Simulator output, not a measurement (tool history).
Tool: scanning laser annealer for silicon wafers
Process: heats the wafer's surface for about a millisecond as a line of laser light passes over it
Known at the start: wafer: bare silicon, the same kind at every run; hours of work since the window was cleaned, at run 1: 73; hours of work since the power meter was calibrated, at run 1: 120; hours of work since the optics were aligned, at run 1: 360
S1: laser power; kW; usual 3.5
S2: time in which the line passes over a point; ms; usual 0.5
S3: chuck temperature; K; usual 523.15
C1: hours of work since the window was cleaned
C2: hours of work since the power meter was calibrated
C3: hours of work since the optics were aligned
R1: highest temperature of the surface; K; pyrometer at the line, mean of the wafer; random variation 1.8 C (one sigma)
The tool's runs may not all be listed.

run 1 hour=0 | S1=3.5 S2=0.5 S3=523.15 | C1=73 C2=120 C3=360 | R1=1316.15
run 2 hour=9.6 | S1=3.5 S2=0.5 S3=523.15 | C1=80 C2=128 C3=367 | R1=1314.15
run 3 hour=26.1 | S1=3.5 S2=0.5 S3=523.15 | C1=93 C2=141 C3=380 | R1=1317.15
run 4 hour=39.6 | S1=3.5 S2=0.5 S3=523.15 | C1=104 C2=152 C3=391 | R1=1316.15
run 5 hour=56.2 | S1=3.5 S2=0.5 S3=523.15 | C1=117 C2=165 C3=404 | R1=1311.15
run 6 hour=66.2 | S1=3.5 S2=0.5 S3=523.15 | C1=125 C2=173 C3=412 | R1=1311.15
run 7 hour=79.8 | S1=3.5 S2=0.424 S3=523.15 | C1=136 C2=184 C3=423 | R1=1248.15
run 8 hour=96.6 | S1=3.5 S2=0.5 S3=523.15 | C1=149 C2=197 C3=436 | R1=1312.15
run 9 hour=110.3 | S1=3.5 S2=0.5 S3=557.15 | C1=160 C2=208 C3=447 | R1=1340.15
run 10 hour=124.5 | S1=3.5 S2=0.41 S3=557.15 | C1=171 C2=219 C3=458 | R1=1271.15
run 11 hour=135.8 | S1=3.5 S2=0.41 S3=557.15 | C1=180 C2=228 C3=467 | R1=1266.15
run 12 hour=147.3 | S1=3.5 S2=0.5 S3=489.15 | C1=189 C2=237 C3=477 | R1=1272.15
run 13 hour=158.9 | S1=3.5 S2=0.5 S3=489.15 | C1=199 C2=246 C3=486 | R1=1272.15
run 14 hour=167.7 | S1=3.5 S2=0.5 S3=489.15 | C1=206 C2=253 C3=493 | R1=1272.15
run 15 hour=182.6 | S1=3.521 S2=0.5 S3=523.15 | C1=217 C2=265 C3=505 | R1=1310.15
run 16 hour=189.9 | S1=3.5 S2=0.5 S3=523.15 | C1=223 C2=271 C3=510 | R1=1307.15
run 17 hour=202.8 | S1=3.5 S2=0.5 S3=523.15 | C1=233 C2=281 C3=521 | R1=1307.15
run 18 hour=218.7 | S1=3.5 S2=0.5 S3=523.15 | C1=246 C2=294 C3=533 | R1=1306.15
run 19 hour=235.4 | S1=3.5 S2=0.5 S3=523.15 | C1=259 C2=307 C3=546 | R1=1301.15
run 20 hour=242.9 | S1=3.103 S2=0.406 S3=563.15 | C1=265 C2=313 C3=552 | R1=1178.15
run 21 hour=257.2 | S1=3.5 S2=0.5 S3=554.15 | C1=277 C2=324 C3=564 | R1=1331.15
run 22 hour=270.3 | S1=3.145 S2=0.587 S3=554.15 | C1=287 C2=335 C3=574 | R1=1302.15
-- hour=273.9 window over the wafer cleaned
run 23 hour=286 | S1=3.104 S2=0.587 S3=506.15 | C1=10 C2=346 C3=585 | R1=1240.15
run 24 hour=302.4 | S1=3.012 S2=0.475 S3=509.15 | C1=23 C2=359 C3=598 | R1=1148.15
-- hour=305.3 window over the wafer cleaned, once more
run 25 hour=320 | S1=3.254 S2=0.5 S3=555.15 | C1=12 C2=371 C3=610 | R1=1287.15
run 26 hour=329.4 | S1=3.5 S2=0.543 S3=540.15 | C1=19 C2=378 C3=618 | R1=1365.15
run 27 hour=343.8 | S1=3.5 S2=0.581 S3=519.15 | C1=30 C2=390 C3=629 | R1=1376.15
run 28 hour=360.3 | S1=3.5 S2=0.581 S3=559.15 | C1=44 C2=403 C3=642 | R1=1409.15
run 29 hour=374.4 | S1=3.5 S2=0.571 S3=535.15 | C1=55 C2=414 C3=654 | R1=1383.15
run 30 hour=381.8 | S1=3.5 S2=0.571 S3=535.15 | C1=61 C2=420 C3=659 | R1=1378.15
run 31 hour=389.1 | S1=3.5 S2=0.557 S3=535.15 | C1=66 C2=426 C3=665 | R1=1370.15
run 32 hour=404 | S1=3.532 S2=0.538 S3=544.15 | C1=78 C2=438 C3=677 | R1=1372.15
run 33 hour=417.6 | S1=3.551 S2=0.5 S3=512.15 | C1=89 C2=448 C3=688 | R1=1311.15
run 34 hour=424.9 | S1=3.763 S2=0.395 S3=512.15 | C1=95 C2=454 C3=694 | R1=1269.15
run 35 hour=441 | S1=3.819 S2=0.499 S3=493.15 | C1=108 C2=467 C3=706 | R1=1361.15
run 36 hour=456.6 | S1=3.819 S2=0.499 S3=493.15 | C1=120 C2=479 C3=719 | R1=1363.15
run 37 hour=472.9 | S1=3.576 S2=0.5 S3=523.15 | C1=133 C2=492 C3=732 | R1=1324.15
run 38 hour=481.8 | S1=3.792 S2=0.415 S3=523.15 | C1=140 C2=499 C3=739 | R1=1303.15

Forecast each of these 4 alternatives for the next run:
run A hour=492 | S1=3.443 S2=0.45 S3=523.15 | C1=148 C2=507 C3=747 | R1=?
run B hour=492 | S1=3.792 S2=0.482 S3=556.15 | C1=148 C2=507 C3=747 | R1=?
run C hour=492 | S1=3.5 S2=0.598 S3=523.15 | C1=148 C2=507 C3=747 | R1=?
run D hour=492 | S1=3.469 S2=0.567 S3=510.15 | C1=148 C2=507 C3=747 | R1=?

run=A R1=1253.15
run=B R1=1400.15
run=C R1=1383.15
run=D R1=1336.15
Without the tool's hidden state the same runs would have given:
run=A R1=1269.15
run=B R1=1418.15
run=C R1=1401.15
run=D R1=1354.15

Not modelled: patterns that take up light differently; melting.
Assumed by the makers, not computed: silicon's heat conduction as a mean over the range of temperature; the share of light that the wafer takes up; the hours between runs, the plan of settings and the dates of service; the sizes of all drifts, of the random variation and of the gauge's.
